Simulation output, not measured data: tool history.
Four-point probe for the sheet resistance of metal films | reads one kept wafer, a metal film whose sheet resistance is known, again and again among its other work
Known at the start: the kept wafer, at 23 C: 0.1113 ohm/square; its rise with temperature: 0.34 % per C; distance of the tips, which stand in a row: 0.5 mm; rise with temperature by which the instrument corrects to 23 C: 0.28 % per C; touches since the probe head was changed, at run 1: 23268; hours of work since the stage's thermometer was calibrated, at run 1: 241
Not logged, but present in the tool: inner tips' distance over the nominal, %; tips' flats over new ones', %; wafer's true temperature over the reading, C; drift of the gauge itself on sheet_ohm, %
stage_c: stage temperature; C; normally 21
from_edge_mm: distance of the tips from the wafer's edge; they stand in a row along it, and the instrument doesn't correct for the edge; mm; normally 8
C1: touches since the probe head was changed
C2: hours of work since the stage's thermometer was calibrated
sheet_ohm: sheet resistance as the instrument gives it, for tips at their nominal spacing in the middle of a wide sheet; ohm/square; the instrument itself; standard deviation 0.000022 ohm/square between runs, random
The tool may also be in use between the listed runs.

{"run": 1, "hour": 0.0, "stage_c": 21, "from_edge_mm": 8, "C1": 23268, "C2": 241, "sheet_ohm": 0.111102}
{"run": 2, "hour": 45.4, "stage_c": 21, "from_edge_mm": 30, "C1": 24124, "C2": 270, "sheet_ohm": 0.110843}
{"run": 3, "hour": 108.3, "stage_c": 21, "from_edge_mm": 30, "C1": 25309, "C2": 309, "sheet_ohm": 0.110876}
{"run": 4, "hour": 201.7, "stage_c": 21, "from_edge_mm": 8, "C1": 27067, "C2": 367, "sheet_ohm": 0.111063}
{"run": 5, "hour": 252.7, "stage_c": 21, "from_edge_mm": 8, "C1": 28029, "C2": 399, "sheet_ohm": 0.111115}
{"run": 6, "hour": 298.8, "stage_c": 21, "from_edge_mm": 8, "C1": 28898, "C2": 428, "sheet_ohm": 0.111101}
{"run": 7, "hour": 375.3, "stage_c": 21, "from_edge_mm": 8, "C1": 30339, "C2": 476, "sheet_ohm": 0.111143}
{"run": 8, "hour": 459.0, "stage_c": 21, "from_edge_mm": 31, "C1": 31915, "C2": 528, "sheet_ohm": 0.110876}
{"run": 9, "hour": 555.6, "stage_c": 21, "from_edge_mm": 29, "C1": 33736, "C2": 589, "sheet_ohm": 0.110929}
{"run": 10, "hour": 655.5, "stage_c": 21, "from_edge_mm": 29, "C1": 35617, "C2": 651, "sheet_ohm": 0.110912}
{"run": 11, "hour": 740.0, "stage_c": 21, "from_edge_mm": 29, "C1": 37209, "C2": 704, "sheet_ohm": 0.110925}

Run 12, settings as shown, results not yet in. Your forecast:
{"run": 12, "hour": 792.7, "stage_c": 21, "from_edge_mm": 29, "C1": 38203, "C2": 737, "sheet_ohm": "?"}

{"run 12": {"sheet_ohm": 0.110946}}
The same run, on a tool lacking any hidden state, would have yielded sheet_ohm 0.111178 ohm/square.
